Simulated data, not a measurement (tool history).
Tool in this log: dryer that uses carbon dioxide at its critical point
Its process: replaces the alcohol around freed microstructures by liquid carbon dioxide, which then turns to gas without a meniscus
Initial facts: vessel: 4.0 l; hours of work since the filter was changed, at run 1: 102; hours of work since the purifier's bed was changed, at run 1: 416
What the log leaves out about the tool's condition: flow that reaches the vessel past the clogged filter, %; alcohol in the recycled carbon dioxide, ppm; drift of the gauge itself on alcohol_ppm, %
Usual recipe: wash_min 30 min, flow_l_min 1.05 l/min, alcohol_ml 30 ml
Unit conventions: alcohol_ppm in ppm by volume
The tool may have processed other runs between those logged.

| run | hour | wash_min | flow_l_min | alcohol_ml | hours of work since the filter was changed | hours of work since the purifier's bed was changed | alcohol_ppm |
|---|---|---|---|---|---|---|---|
| 1 | 0.0 | 30 | 1.05 | 30 | 102 | 416 | 50 |
| 2 | 40.5 | 30 | 0.74 | 30 | 126 | 440 | 114 |
| 3 | 64.7 | 44 | 1.05 | 30 | 140 | 454 | 38 |
| 4 | 94.1 | 44 | 1.05 | 30 | 158 | 471 | 44 |
| 5 | 124.5 | 44 | 1.05 | 30 | 176 | 489 | 36 |
| 6 | 161.6 | 44 | 1.05 | 30 | 198 | 511 | 22 |
| 7 | 178.9 | 44 | 1.05 | 30 | 208 | 521 | 35 |
| 8 | 201.5 | 44 | 1.05 | 30 | 221 | 535 | 42 |
| 9 | 230.2 | 44 | 1.05 | 30 | 238 | 552 | 38 |
| 10 | 263.8 | 30 | 1.05 | 62 | 258 | 572 | 60 |
| 11 | 282.0 | 30 | 1.05 | 62 | 269 | 582 | 74 |
| 12 | 308.7 | 30 | 1.05 | 62 | 284 | 598 | 64 |
|  | 315.0 | inlet filter changed |
| 13 | 345.1 | 30 | 1.05 | 62 | 18 | 619 | 55 |
| 14 | 363.1 | 30 | 1.05 | 62 | 28 | 630 | 62 |
| 15 | 403.1 | 30 | 1.05 | 62 | 52 | 653 | 54 |
| 16 | 423.2 | 30 | 1.05 | 30 | 64 | 665 | 58 |
| 17 | 456.7 | 30 | 1.05 | 30 | 84 | 685 | 50 |
| 18 | 481.8 | 30 | 1.05 | 55 | 99 | 700 | 50 |
| 19 | 504.4 | 30 | 1.05 | 21 | 112 | 713 | 41 |
| 20 | 524.4 | 30 | 1.05 | 30 | 124 | 725 | 53 |
| 21 | 558.6 | 30 | 1.05 | 30 | 144 | 745 | 58 |
| 22 | 598.7 | 18 | 1.05 | 30 | 168 | 769 | 203 |
| 23 | 629.4 | 18 | 1.05 | 30 | 186 | 787 | 221 |
| 24 | 662.6 | 32 | 1.05 | 53 | 205 | 807 | 67 |
| 25 | 690.1 | 42 | 0.83 | 24 | 222 | 823 | 54 |
| 26 | 725.1 | 39 | 1.05 | 59 | 242 | 844 | 57 |
| 27 | 741.7 | 21 | 0.76 | 30 | 252 | 853 | 425 |
| 28 | 781.9 | 21 | 0.76 | 30 | 276 | 877 | 414 |
|  | 803.0 | inlet filter changed |
| 29 | 816.9 | 21 | 1.72 | 30 | 8 | 897 | 48 |
| 30 | 855.1 | 21 | 1.72 | 30 | 31 | 920 | 64 |
| 31 | 879.2 | 21 | 0.70 | 63 | 45 | 934 | 804 |
| 32 | 905.7 | 35 | 0.70 | 45 | 61 | 950 | 127 |
| 33 | 940.5 | 35 | 0.70 | 45 | 81 | 970 | 129 |
| 34 | 963.9 | 35 | 0.70 | 30 | 95 | 984 | 110 |
| 35 | 1000.8 | 34 | 0.86 | 26 | 117 | 1006 | 60 |
| 36 | 1017.9 | 34 | 0.86 | 26 | 127 | 1016 | 75 |
| 37 | 1051.5 | 26 | 0.92 | 49 | 147 | 1036 | 165 |
| 38 | 1089.2 | 23 | 1.05 | 57 | 169 | 1058 | 169 |
| 39 | 1110.0 | 23 | 1.05 | 57 | 181 | 1070 | 178 |
| 40 | 1135.8 | 23 | 1.05 | 57 | 197 | 1086 | 178 |
| 41 | 1159.8 | 30 | 1.14 | 30 | 211 | 1100 | 65 |
| 42 | 1186.8 | 30 | 1.55 | 30 | 227 | 1116 | 69 |
| 43 | 1208.0 | 30 | 1.55 | 30 | 239 | 1128 | 63 |

What if the next run were any one of these 4? Each begins from the tool's condition after run 43:
| A | 1230.9 | 47 | 1.68 | 30 | 253 | 1142 | ? |
| B | 1230.9 | 30 | 1.05 | 116 | 253 | 1142 | ? |
| C | 1230.9 | 47 | 0.75 | 69 | 253 | 1142 | ? |
| D | 1230.9 | 23 | 1.55 | 107 | 253 | 1142 | ? |

| run | alcohol_ppm |
|---|---|
| A | 61 |
| B | 133 |
| C | 87 |
| D | 85 |
Without the tool's unlogged condition, the same runs would have read:
| run | alcohol_ppm |
|---|---|
| A | 2 |
| B | 38 |
| C | 17 |
| D | 12 |
